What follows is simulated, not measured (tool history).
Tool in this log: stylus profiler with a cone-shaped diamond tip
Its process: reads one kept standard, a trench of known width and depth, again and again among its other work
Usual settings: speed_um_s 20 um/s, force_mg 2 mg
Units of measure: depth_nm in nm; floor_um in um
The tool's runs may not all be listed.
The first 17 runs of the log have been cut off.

run	hour	speed_um_s	force_mg	scans with this tip	hours of work since the height scale was calibrated	depth_nm	floor_um
# hour 282: height scale calibrated on a step standard, once more
18	284.5	9	2	4419	1	505.36	26.43
19	300	9	2	4539	10	505.38	26.47
20	319	25	1.62	4687	21	504.73	26.3
21	332.5	20	1.08	4793	29	503.54	26.29
22	344.3	75	4.51	4884	36	509.34	26.14
23	356.1	35	4.46	4976	43	509.37	26.28
24	373.1	35	4.46	5109	53	509.43	26.3
25	383.2	35	4.46	5187	58	509.32	26.27
26	400.1	71	4.48	5319	68	509.34	26.13
27	412.6	19	1.21	5416	75	503.77	26.19
28	432	23	0.76	5567	87	502.71	26.07
29	446.8	9	1.73	5682	95	504.81	26.28
30	457.4	38	2	5765	101	505.41	26.06
31	473.4	38	2	5889	110	505.43	26.04
32	489.9	44	2.52	6018	120	506.25	26.07
33	507.7	27	1.28	6156	130	503.94	26.05
34	519.3	20	2.98	6247	137	506.99	26.09
35	529.5	16	2.92	6326	143	506.9	26.1
36	548.3	16	2.92	6472	154	506.9	26.16
37	566.8	59	1.09	6616	164	503.43	25.7

5 ways to go on from here, each from the tool as it stands after run 37. What would each give?
A	587.2	7	5.48	6775	176	?	?
B	587.2	9	3.81	6775	176	?	?
C	587.2	56	1.67	6775	176	?	?
D	587.2	36	4.21	6775	176	?	?
E	587.2	20	4.55	6775	176	?	?

run	depth_nm	floor_um
A	510.68	26.18
B	508.35	26.1
C	504.67	25.78
D	508.95	25.95
E	509.37	26.02
The same runs, with their run-to-run variation unchanged, on a tool lacking any hidden condition would have given:
run	depth_nm	floor_um
A	510.97	27.37
B	508.64	27.29
C	504.97	26.96
D	509.24	27.14
E	509.67	27.21
